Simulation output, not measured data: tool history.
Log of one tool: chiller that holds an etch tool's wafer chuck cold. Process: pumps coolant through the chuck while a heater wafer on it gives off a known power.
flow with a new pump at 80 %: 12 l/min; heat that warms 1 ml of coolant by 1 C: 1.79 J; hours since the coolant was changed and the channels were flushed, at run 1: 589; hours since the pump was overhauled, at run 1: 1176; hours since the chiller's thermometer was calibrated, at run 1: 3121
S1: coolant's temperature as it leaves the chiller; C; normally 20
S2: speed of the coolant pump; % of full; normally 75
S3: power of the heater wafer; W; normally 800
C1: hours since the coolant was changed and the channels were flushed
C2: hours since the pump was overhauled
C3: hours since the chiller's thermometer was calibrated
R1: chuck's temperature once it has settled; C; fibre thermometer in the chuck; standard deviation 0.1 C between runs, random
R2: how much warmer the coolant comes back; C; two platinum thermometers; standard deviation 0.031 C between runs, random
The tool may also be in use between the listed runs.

{"run": 1, "hour": 0.0, "S1": 20, "S2": 75, "S3": 800, "C1": 589, "C2": 1176, "C3": 3121, "R1": 27.1, "R2": 2.5}
{"run": 2, "hour": 42.6, "S1": 20, "S2": 75, "S3": 800, "C1": 632, "C2": 1218, "C3": 3163, "R1": 27.3, "R2": 2.45}
{"run": 3, "hour": 104.6, "S1": 11, "S2": 75, "S3": 800, "C1": 694, "C2": 1280, "C3": 3226, "R1": 18.1, "R2": 2.44}
{"run": 4, "hour": 133.8, "S1": 11, "S2": 75, "S3": 800, "C1": 723, "C2": 1309, "C3": 3255, "R1": 18.5, "R2": 2.48}
{"run": 5, "hour": 186.4, "S1": 11, "S2": 75, "S3": 800, "C1": 776, "C2": 1362, "C3": 3307, "R1": 18.2, "R2": 2.48}
{"run": 6, "hour": 235.7, "S1": 20, "S2": 75, "S3": 864, "C1": 825, "C2": 1411, "C3": 3357, "R1": 27.9, "R2": 2.68}
{"run": 7, "hour": 294.5, "S1": 20, "S2": 75, "S3": 864, "C1": 884, "C2": 1470, "C3": 3415, "R1": 27.9, "R2": 2.64}
{"run": 8, "hour": 334.5, "S1": 17, "S2": 75, "S3": 864, "C1": 924, "C2": 1510, "C3": 3455, "R1": 25, "R2": 2.66}
{"run": 9, "hour": 374.5, "S1": 17, "S2": 75, "S3": 864, "C1": 964, "C2": 1550, "C3": 3495, "R1": 24.7, "R2": 2.68}
{"run": 10, "hour": 413.1, "S1": 17, "S2": 99, "S3": 864, "C1": 1002, "C2": 1589, "C3": 3534, "R1": 23.3, "R2": 1.99}
{"run": 11, "hour": 468.7, "S1": 17, "S2": 99, "S3": 864, "C1": 1058, "C2": 1644, "C3": 3590, "R1": 23.4, "R2": 1.97}
{"run": 12, "hour": 529.7, "S1": 13, "S2": 99, "S3": 903, "C1": 1119, "C2": 1705, "C3": 3651, "R1": 19.5, "R2": 2.11}
{"run": 13, "hour": 559.1, "S1": 15, "S2": 75, "S3": 589, "C1": 1148, "C2": 1735, "C3": 3680, "R1": 20.5, "R2": 1.79}
{"run": 14, "hour": 601.9, "S1": 15, "S2": 75, "S3": 589, "C1": 1191, "C2": 1777, "C3": 3723, "R1": 20.4, "R2": 1.85}
{"run": 15, "hour": 643.1, "S1": 15, "S2": 69, "S3": 602, "C1": 1232, "C2": 1819, "C3": 3764, "R1": 21.2, "R2": 2.1}
{"run": 16, "hour": 703.2, "S1": 15, "S2": 69, "S3": 602, "C1": 1292, "C2": 1879, "C3": 3824, "R1": 21.1, "R2": 2.03}
{"run": 17, "hour": 772.0, "S1": 15, "S2": 69, "S3": 602, "C1": 1361, "C2": 1948, "C3": 3893, "R1": 21.3, "R2": 2.01}
{"run": 18, "hour": 837.1, "S1": 15, "S2": 68, "S3": 602, "C1": 1426, "C2": 2013, "C3": 3958, "R1": 21.1, "R2": 2.08}
{"run": 19, "hour": 888.2, "S1": 15, "S2": 68, "S3": 602, "C1": 1477, "C2": 2064, "C3": 4009, "R1": 21.2, "R2": 2.13}

Consider 3 possible next runs. They are alternatives, not a sequence: every one starts from the tool as it was left by run 19. What does each give?
{"run": "A", "hour": 931.8, "S1": 25, "S2": 67, "S3": 436, "C1": 1521, "C2": 2107, "C3": 4053, "R1": "?", "R2": "?"}
{"run": "B", "hour": 931.8, "S1": 20, "S2": 90, "S3": 443, "C1": 1521, "C2": 2107, "C3": 4053, "R1": "?", "R2": "?"}
{"run": "C", "hour": 931.8, "S1": 20, "S2": 75, "S3": 1161, "C1": 1521, "C2": 2107, "C3": 4053, "R1": "?", "R2": "?"}

run=A R1=29.6 R2=1.5
run=B R1=23.9 R2=1.17
run=C R1=30.7 R2=3.68
Stripped of hidden state, with their random variation kept, the same runs would have yielded:
run=A R1=29.2 R2=1.44
run=B R1=23.4 R2=1.12
run=C R1=29.9 R2=3.52
